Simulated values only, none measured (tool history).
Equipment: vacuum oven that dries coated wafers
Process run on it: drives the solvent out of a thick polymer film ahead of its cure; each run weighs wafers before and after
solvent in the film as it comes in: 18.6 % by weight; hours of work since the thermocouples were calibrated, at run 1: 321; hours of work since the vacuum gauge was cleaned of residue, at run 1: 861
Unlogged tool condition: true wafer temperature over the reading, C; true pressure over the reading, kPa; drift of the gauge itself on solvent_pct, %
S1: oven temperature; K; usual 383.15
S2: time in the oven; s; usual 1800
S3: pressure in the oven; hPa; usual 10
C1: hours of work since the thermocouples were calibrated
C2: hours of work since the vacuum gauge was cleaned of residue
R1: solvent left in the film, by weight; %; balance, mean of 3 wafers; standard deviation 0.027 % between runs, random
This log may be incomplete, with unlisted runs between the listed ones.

{"run": 1, "hour": 0.0, "S1": 383.15, "S2": 1800, "S3": 10, "C1": 321, "C2": 861, "R1": 1.39}
{"run": 2, "hour": 20.8, "S1": 394.15, "S2": 1800, "S3": 10, "C1": 335, "C2": 875, "R1": 0.56}
{"run": 3, "hour": 55.8, "S1": 383.15, "S2": 1800, "S3": 10, "C1": 359, "C2": 899, "R1": 1.42}
{"run": 4, "hour": 85.7, "S1": 383.15, "S2": 1800, "S3": 35.9, "C1": 379, "C2": 919, "R1": 2.71}
{"run": 5, "hour": 113.6, "S1": 368.15, "S2": 1800, "S3": 10, "C1": 398, "C2": 938, "R1": 5.87}
{"run": 6, "hour": 137.0, "S1": 383.15, "S2": 1800, "S3": 10, "C1": 414, "C2": 954, "R1": 1.43}
{"run": 7, "hour": 168.3, "S1": 383.15, "S2": 1800, "S3": 10, "C1": 436, "C2": 976, "R1": 1.41}
{"run": 8, "hour": 184.1, "S1": 383.15, "S2": 1800, "S3": 10, "C1": 447, "C2": 986, "R1": 1.39}
{"run": 9, "hour": 219.9, "S1": 383.15, "S2": 1800, "S3": 10, "C1": 471, "C2": 1011, "R1": 1.43}
{"run": 10, "hour": 238.5, "S1": 383.15, "S2": 1800, "S3": 10, "C1": 484, "C2": 1024, "R1": 1.41}
{"run": 11, "hour": 254.8, "S1": 383.15, "S2": 1800, "S3": 10, "C1": 495, "C2": 1035, "R1": 1.45}
{"run": 12, "hour": 271.7, "S1": 397.15, "S2": 1800, "S3": 10, "C1": 507, "C2": 1046, "R1": 0.5}
{"run": 13, "hour": 303.7, "S1": 383.15, "S2": 1800, "S3": 10, "C1": 528, "C2": 1068, "R1": 1.42}
{"run": 14, "hour": 336.7, "S1": 383.15, "S2": 1800, "S3": 10, "C1": 551, "C2": 1091, "R1": 1.39}
{"run": 15, "hour": 366.6, "S1": 383.15, "S2": 1800, "S3": 10, "C1": 571, "C2": 1111, "R1": 1.4}
{"run": 16, "hour": 399.0, "S1": 383.15, "S2": 1800, "S3": 10, "C1": 594, "C2": 1133, "R1": 1.45}
{"run": 17, "hour": 417.7, "S1": 383.15, "S2": 1800, "S3": 10, "C1": 606, "C2": 1146, "R1": 1.45}
{"run": 18, "hour": 434.5, "S1": 383.15, "S2": 2400, "S3": 10, "C1": 618, "C2": 1158, "R1": 0.99}
{"run": 19, "hour": 452.2, "S1": 383.15, "S2": 1800, "S3": 10, "C1": 630, "C2": 1170, "R1": 1.39}
{"run": 20, "hour": 485.0, "S1": 383.15, "S2": 1800, "S3": 32.5, "C1": 652, "C2": 1192, "R1": 2.5}
{"run": 21, "hour": 515.0, "S1": 383.15, "S2": 1800, "S3": 6.2, "C1": 673, "C2": 1213, "R1": 1.23}
{"hour": 543.2, "done": "vacuum gauge cleaned of residue and calibrated"}
{"run": 22, "hour": 544.0, "S1": 383.15, "S2": 1500, "S3": 6.2, "C1": 692, "C2": 1, "R1": 1.4}
{"run": 23, "hour": 560.7, "S1": 383.15, "S2": 1500, "S3": 6.2, "C1": 703, "C2": 12, "R1": 1.41}
{"run": 24, "hour": 589.6, "S1": 368.15, "S2": 960, "S3": 10, "C1": 723, "C2": 32, "R1": 8.57}
{"run": 25, "hour": 607.0, "S1": 388.15, "S2": 1080, "S3": 7.7, "C1": 735, "C2": 44, "R1": 1.48}
{"run": 26, "hour": 628.6, "S1": 388.15, "S2": 3120, "S3": 7.7, "C1": 750, "C2": 58, "R1": 0.35}
{"run": 27, "hour": 646.8, "S1": 388.15, "S2": 3120, "S3": 7.7, "C1": 762, "C2": 71, "R1": 0.35}
{"run": 28, "hour": 678.8, "S1": 388.15, "S2": 3120, "S3": 7.7, "C1": 784, "C2": 93, "R1": 0.32}
{"run": 29, "hour": 711.8, "S1": 396.15, "S2": 1800, "S3": 28, "C1": 807, "C2": 115, "R1": 0.91}
{"run": 30, "hour": 737.2, "S1": 394.15, "S2": 1800, "S3": 5.9, "C1": 824, "C2": 133, "R1": 0.26}
{"run": 31, "hour": 765.4, "S1": 394.15, "S2": 1800, "S3": 5.9, "C1": 843, "C2": 152, "R1": 0.23}
{"run": 32, "hour": 794.2, "S1": 394.15, "S2": 1800, "S3": 27.2, "C1": 863, "C2": 172, "R1": 1}
{"run": 33, "hour": 810.2, "S1": 373.15, "S2": 1020, "S3": 27.2, "C1": 874, "C2": 183, "R1": 7.32}
{"run": 34, "hour": 845.5, "S1": 373.15, "S2": 1020, "S3": 27.2, "C1": 898, "C2": 207, "R1": 7.26}
{"run": 35, "hour": 867.7, "S1": 382.15, "S2": 2640, "S3": 27.2, "C1": 913, "C2": 222, "R1": 1.62}
{"run": 36, "hour": 883.8, "S1": 383.15, "S2": 1200, "S3": 10, "C1": 924, "C2": 233, "R1": 2.31}
{"run": 37, "hour": 904.3, "S1": 383.15, "S2": 1200, "S3": 10, "C1": 938, "C2": 247, "R1": 2.32}
{"run": 38, "hour": 940.1, "S1": 383.15, "S2": 1200, "S3": 10, "C1": 963, "C2": 271, "R1": 2.29}
{"run": 39, "hour": 972.5, "S1": 383.15, "S2": 1440, "S3": 37.8, "C1": 985, "C2": 294, "R1": 2.97}
{"run": 40, "hour": 1008.2, "S1": 380.15, "S2": 1920, "S3": 36.8, "C1": 1009, "C2": 318, "R1": 2.9}
{"run": 41, "hour": 1032.4, "S1": 378.15, "S2": 960, "S3": 38.2, "C1": 1026, "C2": 335, "R1": 6.11}
{"run": 42, "hour": 1053.0, "S1": 378.15, "S2": 960, "S3": 38.2, "C1": 1040, "C2": 349, "R1": 6.16}
{"run": 43, "hour": 1075.1, "S1": 395.15, "S2": 2400, "S3": 10, "C1": 1055, "C2": 364, "R1": 0.42}
{"run": 44, "hour": 1096.4, "S1": 395.15, "S2": 2400, "S3": 10, "C1": 1070, "C2": 378, "R1": 0.43}

Describe how what the log doesn't record of the tool's condition differs between the last listed run preceding each entry between runs and the first listed run following it.
Run 21 -> run 22: vacuum gauge cleaned of residue and calibrated (hour 543.2)
  true wafer temperature over the reading, C: 1.19 -> 1.22; true pressure over the reading, kPa: 0.485 -> -0.002
  measured result minus the result with no hidden state, R1: +0.06 -> -0.25 %
